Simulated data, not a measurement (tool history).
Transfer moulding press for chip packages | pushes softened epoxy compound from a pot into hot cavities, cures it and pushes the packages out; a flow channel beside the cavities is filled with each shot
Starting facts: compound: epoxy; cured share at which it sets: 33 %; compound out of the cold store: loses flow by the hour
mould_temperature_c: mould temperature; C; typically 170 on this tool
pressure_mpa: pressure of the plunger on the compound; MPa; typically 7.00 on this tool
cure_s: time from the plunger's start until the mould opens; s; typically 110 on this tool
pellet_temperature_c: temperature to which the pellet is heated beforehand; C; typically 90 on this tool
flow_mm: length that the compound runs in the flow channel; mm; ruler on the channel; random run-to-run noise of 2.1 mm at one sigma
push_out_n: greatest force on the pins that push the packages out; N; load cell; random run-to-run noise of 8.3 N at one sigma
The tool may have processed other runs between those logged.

| run | day | mould_temperature_c | pressure_mpa | cure_s | pellet_temperature_c | incoming compound's hours out of the cold store | flow_mm | push_out_n |
|---|---|---|---|---|---|---|---|---|
| 1 | 0.000 | 170 | 7.00 | 110 | 90 | 26.2 | 836 | 443 |
| 2 | 0.671 | 170 | 7.00 | 110 | 90 | 39.8 | 800 | 506 |
|  | 1.271 | cavities cleaned with cleaning compound and waxed |
| 3 | 1.467 | 170 | 7.00 | 110 | 90 | 37.6 | 805 | 391 |
| 4 | 2.192 | 170 | 7.00 | 110 | 90 | 38.8 | 803 | 488 |
| 5 | 2.854 | 170 | 7.00 | 110 | 90 | 13.1 | 864 | 548 |
|  | 3.338 | cavities cleaned with cleaning compound and waxed |
| 6 | 3.638 | 170 | 7.00 | 110 | 90 | 8.1 | 872 | 422 |
| 7 | 4.004 | 170 | 7.00 | 110 | 90 | 12.1 | 864 | 450 |
| 8 | 4.554 | 170 | 7.00 | 110 | 90 | 10.6 | 867 | 499 |
| 9 | 5.012 | 170 | 7.00 | 110 | 90 | 9.0 | 872 | 537 |
|  | 5.438 | cavities cleaned with cleaning compound and waxed |
| 10 | 5.667 | 170 | 7.00 | 110 | 90 | 19.5 | 845 | 420 |
| 11 | 6.483 | 170 | 7.00 | 110 | 90 | 41.3 | 785 | 500 |
| 12 | 6.854 | 170 | 7.00 | 110 | 90 | 24.5 | 826 | 533 |
|  | 7.517 | cavities cleaned with cleaning compound and waxed |
| 13 | 7.654 | 170 | 7.00 | 110 | 90 | 36.6 | 798 | 392 |
|  | 8.042 | mould's thermocouples calibrated |
| 14 | 8.233 | 170 | 7.00 | 110 | 90 | 13.6 | 857 | 463 |
| 15 | 8.662 | 164 | 7.00 | 128 | 85 | 19.7 | 869 | 549 |
| 16 | 9.096 | 171 | 7.00 | 110 | 90 | 22.7 | 827 | 533 |
|  | 9.692 | cavities cleaned with cleaning compound and waxed |
| 17 | 9.912 | 171 | 7.00 | 110 | 90 | 34.5 | 796 | 390 |
| 18 | 10.562 | 170 | 7.00 | 116 | 90 | 45.5 | 771 | 458 |
| 19 | 11.033 | 170 | 8.53 | 93 | 90 | 43.6 | 860 | 672 |
|  | 11.779 | cavities cleaned with cleaning compound and waxed |
| 20 | 11.817 | 166 | 7.00 | 110 | 90 | 38.5 | 804 | 475 |
|  | 12.254 | plunger's sealing rings changed |
| 21 | 12.546 | 166 | 7.00 | 110 | 90 | 15.1 | 884 | 579 |

Forecast run 22:
| 22 | 12.900 | 166 | 7.00 | 94 | 86 | 34.0 | ? | ? |

{"run 22": {"flow_mm": 829, "push_out_n": 855}}
Without the tool's hidden state the same run would have given flow_mm 831 mm, push_out_n 651 N.
